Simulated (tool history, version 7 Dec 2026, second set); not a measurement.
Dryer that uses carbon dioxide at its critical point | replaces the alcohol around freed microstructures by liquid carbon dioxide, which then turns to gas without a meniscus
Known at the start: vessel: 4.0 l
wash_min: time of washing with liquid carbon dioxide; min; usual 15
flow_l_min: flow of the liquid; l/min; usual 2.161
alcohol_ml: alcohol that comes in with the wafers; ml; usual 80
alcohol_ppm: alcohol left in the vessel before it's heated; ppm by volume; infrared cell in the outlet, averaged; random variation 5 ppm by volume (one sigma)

Run 1, day 0: usual settings. Result: alcohol_ppm 41 ppm by volume.
Run 2, day 0.421: usual settings but flow_l_min 1.48 l/min. Result: alcohol_ppm 136 ppm by volume.
Run 3, day 1.129: usual settings but flow_l_min 1.48 l/min, alcohol_ml 57 ml. Result: alcohol_ppm 108 ppm by volume.
Run 4, day 1.867: usual settings but alcohol_ml 89 ml. Result: alcohol_ppm 52 ppm by volume.
Run 5, day 2.742: usual settings but alcohol_ml 89 ml. Result: alcohol_ppm 48 ppm by volume.
Run 6, day 3.354: usual settings but wash_min 13 min. Result: alcohol_ppm 62 ppm by volume.
Run 7, day 3.967: usual settings. Result: alcohol_ppm 47 ppm by volume.
Run 8, day 4.9: usual settings. Result: alcohol_ppm 51 ppm by volume.
Run 9, day 5.475: usual settings. Result: alcohol_ppm 46 ppm by volume.
Run 10, day 6.375: usual settings. Result: alcohol_ppm 49 ppm by volume.
Run 11, day 6.804: usual settings. Result: alcohol_ppm 59 ppm by volume.
Run 12, day 7.183: usual settings but alcohol_ml 24 ml. Result: alcohol_ppm 43 ppm by volume.
Run 13, day 7.896: usual settings but wash_min 20 min, flow_l_min 3.17 l/min, alcohol_ml 26 ml. Result: alcohol_ppm 50 ppm by volume.
Run 14, day 8.817: usual settings but wash_min 20 min, flow_l_min 3.17 l/min, alcohol_ml 26 ml. Result: alcohol_ppm 39 ppm by volume.
Run 15, day 9.375: usual settings but wash_min 19 min, flow_l_min 1.47 l/min, alcohol_ml 23 ml. Result: alcohol_ppm 61 ppm by volume.
Run 16, day 10.075: usual settings but wash_min 14 min, flow_l_min 2.64 l/min. Result: alcohol_ppm 57 ppm by volume.
Run 17, day 10.508: usual settings but wash_min 14 min, flow_l_min 2.64 l/min. Result: alcohol_ppm 59 ppm by volume.
Run 18, day 11.312: usual settings but wash_min 14 min, flow_l_min 2.64 l/min. Result: alcohol_ppm 56 ppm by volume.
Run 19, day 11.733: usual settings but wash_min 13 min, alcohol_ml 29 ml. Result: alcohol_ppm 81 ppm by volume.
Run 20, day 12.162: usual settings but wash_min 13 min, alcohol_ml 29 ml. Result: alcohol_ppm 78 ppm by volume.
Run 21, day 12.917: usual settings but wash_min 21 min, flow_l_min 1.88 l/min, alcohol_ml 48 ml. Result: alcohol_ppm 53 ppm by volume.

4 ways to go on from here, each from the tool as it stands after run 21. What would each give?
Run A, day 13.633: usual settings but wash_min 10 min, alcohol_ml 76 ml. Result: alcohol_ppm ?.
Run B, day 13.633: usual settings but wash_min 20 min, flow_l_min 1.88 l/min, alcohol_ml 48 ml. Result: alcohol_ppm ?.
Run C, day 13.633: usual settings but alcohol_ml 40 ml. Result: alcohol_ppm ?.
Run D, day 13.633: usual settings but wash_min 12 min, flow_l_min 1.88 l/min, alcohol_ml 48 ml. Result: alcohol_ppm ?.

run  alcohol_ppm
  A          259
  B           50
  C           71
  D          170
Without the tool's hidden state the same runs would have given:
run  alcohol_ppm
  A           95
  B            0
  C           12
  D           59
